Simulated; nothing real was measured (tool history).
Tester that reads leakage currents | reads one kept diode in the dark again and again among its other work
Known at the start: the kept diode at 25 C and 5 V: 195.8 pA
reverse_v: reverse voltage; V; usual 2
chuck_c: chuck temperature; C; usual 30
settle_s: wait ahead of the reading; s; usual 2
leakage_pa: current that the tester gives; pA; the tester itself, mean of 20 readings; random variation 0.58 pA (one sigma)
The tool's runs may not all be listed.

run 1 hour=0 | reverse_v=2 chuck_c=30 settle_s=2 | leakage_pa=218.23
-- hour=47.8 probe card cleaned and baked
run 2 hour=114.6 | reverse_v=2 chuck_c=30 settle_s=2 | leakage_pa=218.1
run 3 hour=213.6 | reverse_v=2 chuck_c=30 settle_s=2 | leakage_pa=219.98
run 4 hour=345.8 | reverse_v=2 chuck_c=30 settle_s=2.59 | leakage_pa=222.07
run 5 hour=446.5 | reverse_v=2 chuck_c=30 settle_s=2.59 | leakage_pa=222.8
run 6 hour=589.9 | reverse_v=2 chuck_c=30 settle_s=1.67 | leakage_pa=225.57
run 7 hour=810.1 | reverse_v=2 chuck_c=30 settle_s=1.67 | leakage_pa=226.39
run 8 hour=919.6 | reverse_v=2 chuck_c=30 settle_s=1.67 | leakage_pa=229.37
run 9 hour=1113 | reverse_v=2 chuck_c=30 settle_s=2.2 | leakage_pa=231.69
-- hour=1230.5 chuck's temperature calibrated
run 10 hour=1266.1 | reverse_v=8.87 chuck_c=30 settle_s=2 | leakage_pa=420.73
run 11 hour=1466.9 | reverse_v=2 chuck_c=30 settle_s=2 | leakage_pa=197.31
run 12 hour=1598.3 | reverse_v=6.4 chuck_c=30 settle_s=2 | leakage_pa=361.16
run 13 hour=1780.7 | reverse_v=2 chuck_c=30 settle_s=2 | leakage_pa=200.19
run 14 hour=1935.9 | reverse_v=2 chuck_c=30 settle_s=2 | leakage_pa=204.43
run 15 hour=2118.9 | reverse_v=2 chuck_c=30 settle_s=2 | leakage_pa=204.79
run 16 hour=2329.5 | reverse_v=2 chuck_c=30 settle_s=2 | leakage_pa=207.77
run 17 hour=2522 | reverse_v=2 chuck_c=30 settle_s=2 | leakage_pa=209.41
run 18 hour=2617.1 | reverse_v=2 chuck_c=30 settle_s=2 | leakage_pa=212.44
run 19 hour=2841.1 | reverse_v=13.98 chuck_c=37 settle_s=0.78 | leakage_pa=1058.13
run 20 hour=2935.5 | reverse_v=2.77 chuck_c=35 settle_s=5.94 | leakage_pa=389.32
run 21 hour=3071.3 | reverse_v=2 chuck_c=30 settle_s=4.02 | leakage_pa=216.27
run 22 hour=3274.6 | reverse_v=1.1 chuck_c=21 settle_s=2 | leakage_pa=72.28
run 23 hour=3430.3 | reverse_v=13.37 chuck_c=44 settle_s=1.13 | leakage_pa=1886.92
run 24 hour=3573.2 | reverse_v=1.51 chuck_c=44 settle_s=0.5 | leakage_pa=618.43
run 25 hour=3794.7 | reverse_v=2 chuck_c=30 settle_s=5.73 | leakage_pa=226.7
run 26 hour=3895.1 | reverse_v=1.7 chuck_c=54 settle_s=3.05 | leakage_pa=1441.46
run 27 hour=4007.8 | reverse_v=19.21 chuck_c=30 settle_s=1.08 | leakage_pa=743.66
run 28 hour=4099.5 | reverse_v=2.67 chuck_c=51 settle_s=0.76 | leakage_pa=1463.23
-- hour=4122.8 probe card cleaned and baked
run 29 hour=4287.1 | reverse_v=2 chuck_c=53 settle_s=5.25 | leakage_pa=1473.88
run 30 hour=4435.2 | reverse_v=10.6 chuck_c=39 settle_s=2 | leakage_pa=1164.82
run 31 hour=4587.1 | reverse_v=10.6 chuck_c=39 settle_s=2 | leakage_pa=1168.31
-- hour=4712.7 chuck's temperature calibrated
run 32 hour=4770.2 | reverse_v=2.45 chuck_c=20 settle_s=2 | leakage_pa=87.1
run 33 hour=4915.7 | reverse_v=13.84 chuck_c=30 settle_s=2 | leakage_pa=534.46
run 34 hour=5052.8 | reverse_v=2.07 chuck_c=30 settle_s=1.39 | leakage_pa=201.66
run 35 hour=5264.5 | reverse_v=2.07 chuck_c=30 settle_s=1.39 | leakage_pa=204.28

3 ways to go on from here, each from the tool as it stands after run 35. What would each give?
run A hour=5459.1 | reverse_v=2 chuck_c=30 settle_s=2.53 | leakage_pa=?
run B hour=5459.1 | reverse_v=2 chuck_c=32 settle_s=2.55 | leakage_pa=?
run C hour=5459.1 | reverse_v=1.09 chuck_c=24 settle_s=1.15 | leakage_pa=?

run=A leakage_pa=202.5
run=B leakage_pa=241.22
run=C leakage_pa=87.5
Without the tool's hidden state the same runs would have given:
run=A leakage_pa=191.42
run=B leakage_pa=228.27
run=C leakage_pa=82.48

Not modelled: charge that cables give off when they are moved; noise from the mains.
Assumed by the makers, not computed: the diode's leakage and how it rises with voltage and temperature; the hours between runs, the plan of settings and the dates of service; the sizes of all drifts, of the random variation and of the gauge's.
